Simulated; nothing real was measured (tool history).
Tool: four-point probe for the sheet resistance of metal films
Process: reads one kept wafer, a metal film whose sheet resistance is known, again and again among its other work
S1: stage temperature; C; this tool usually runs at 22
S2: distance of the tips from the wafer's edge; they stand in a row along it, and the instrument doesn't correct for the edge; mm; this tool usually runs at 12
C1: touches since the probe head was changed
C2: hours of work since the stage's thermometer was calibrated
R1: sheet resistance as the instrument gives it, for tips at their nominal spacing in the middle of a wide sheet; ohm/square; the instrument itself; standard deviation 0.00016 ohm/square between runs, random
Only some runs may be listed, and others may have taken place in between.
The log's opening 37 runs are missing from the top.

run	day	S1	S2	C1	C2	R1
38	18.154	24	29	20285	671	0.808129
39	18.467	20	23	20434	676	0.811621
40	18.888	32	27	20636	682	0.802930
41	19.279	20	11	20825	689	0.816149
42	19.838	20	11	21093	698	0.816129
43	20.292	20	11	21312	705	0.816171
44	20.708	29	7	21511	711	0.818183
45	21.038	29	7	21669	717	0.818164

Here are 3 independent what-if runs from the current tool condition. What would each one return?
A	21.717	24	5	21996	727	?
B	21.717	19	19	21996	727	?
C	21.717	29	3	21996	727	?

run	R1
A	0.834461
B	0.813214
C	0.874080
With no hidden state in the tool, these same runs would have given:
run	R1
A	0.832812
B	0.811596
C	0.872365

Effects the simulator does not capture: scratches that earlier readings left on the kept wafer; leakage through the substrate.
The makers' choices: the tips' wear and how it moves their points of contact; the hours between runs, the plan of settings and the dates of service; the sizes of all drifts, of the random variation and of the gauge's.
